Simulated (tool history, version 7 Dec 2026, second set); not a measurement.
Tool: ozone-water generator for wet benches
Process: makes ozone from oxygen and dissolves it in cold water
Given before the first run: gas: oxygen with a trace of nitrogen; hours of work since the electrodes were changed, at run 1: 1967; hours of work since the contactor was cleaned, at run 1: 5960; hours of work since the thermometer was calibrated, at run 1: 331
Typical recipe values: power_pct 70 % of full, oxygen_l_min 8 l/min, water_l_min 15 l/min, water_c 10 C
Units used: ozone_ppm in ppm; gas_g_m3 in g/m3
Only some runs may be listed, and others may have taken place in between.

run,day,power_pct,oxygen_l_min,water_l_min,water_c,hours of work since the electrodes were changed,hours of work since the contactor was cleaned,hours of work since the thermometer was calibrated,ozone_ppm,gas_g_m3
1,0,70,8,15,10,1967,5960,331,30.7,166.5
2,1.704,70,8,15,10,1999,5992,363,31,166
3,4.004,70,8,15,10,2042,6036,407,31.1,165.6
4,6.379,70,8,15,10,2087,6080,452,30.7,166.7
5,8.354,70,8,15,10,2124,6118,489,30.8,165.4
6,10.075,70,8,15,10,2157,6150,521,31,165.2
7,11.938,70,8,15,10,2192,6185,556,30.7,165.2
8,13.633,70,8,15,10,2224,6217,588,31,165.4
9,15.792,70,8,15,10,2264,6258,629,30.6,165.7
10,17.208,70,8,15,10,2291,6285,656,30.8,165.5
11,19.758,70,8,15,10,2339,6333,704,30.8,164.4
12,22.325,70,8,15,10,2388,6381,752,30.5,164.2
13,24.008,70,8,15,10,2419,6413,784,30.1,166.2
14,25.95,70,8,15,10,2456,6449,821,30.7,164.1
15,27.575,70,8,10,10,2486,6480,851,39.8,165.3
16,29.575,73,8,15,10,2524,6518,889,31.6,169.5
17,30.696,96,8,22,10,2545,6539,910,28,208.5
18,33.171,96,8,22,10,2592,6585,957,28.1,206.3
19,35.112,49,8,11,10,2629,6622,993,29.4,128.5
20,36.767,49,8,11,10,2660,6653,1024,29.2,127.6
21,39.467,59,8,21,13,2711,6704,1075,19.7,145.5
22,41.225,56,8,15,8,2744,6737,1108,27.1,141.5
23,43.812,56,8,15,8,2793,6786,1157,26.9,141.5
24,45.65,56,12.99,15,8,2827,6821,1192,25.1,108.9
25,47.346,70,6.22,15,10,2859,6853,1224,30.9,188.8
26,50.046,68,11.89,14,10,2910,6904,1275,29.7,130.2
27,52.017,68,11.89,14,10,2947,6941,1312,29.3,130.7
28,53.454,61,7.31,14,15,2974,6968,1339,26.8,155.4
29,55.521,47,4.07,15,10,3013,7007,1378,23.1,179.2
30,57.396,68,4.07,15,15,3049,7042,1413,28,230.8
31,59.208,68,4.07,15,15,3083,7076,1447,28.3,232
32,60.688,48,6.79,15,15,3111,7104,1475,21.5,137.2

The logged runs with the hidden state left out (each run's random variation unchanged):
What the log doesn't record here: yield of the discharge, % of new electrodes'; contactor's efficiency, % of a clean one's; true water temperature over the reading, C; drift of the gauge itself on ozone_ppm, %; drift of the gauge itself on gas_g_m3, %.
run,ozone_ppm,gas_g_m3
1,32.4,170.6
2,32.8,170.1
3,32.9,169.8
4,32.5,171
5,32.6,169.7
6,32.8,169.6
7,32.5,169.7
8,32.9,170
9,32.5,170.4
10,32.8,170.3
11,32.7,169.2
12,32.5,169.1
13,32.1,171.2
14,32.7,169.2
15,42,170.4
16,33.8,175
17,30.4,216.7
18,30.6,214.6
19,30.9,131.7
20,30.7,130.8
21,21.1,149.9
22,28.9,145.5
23,28.7,145.7
24,26.8,112.2
25,33.2,195.6
26,31.8,134.9
27,31.4,135.5
28,28.7,160.7
29,24.6,184
30,30.2,239.5
31,30.4,240.9
32,23,141.1
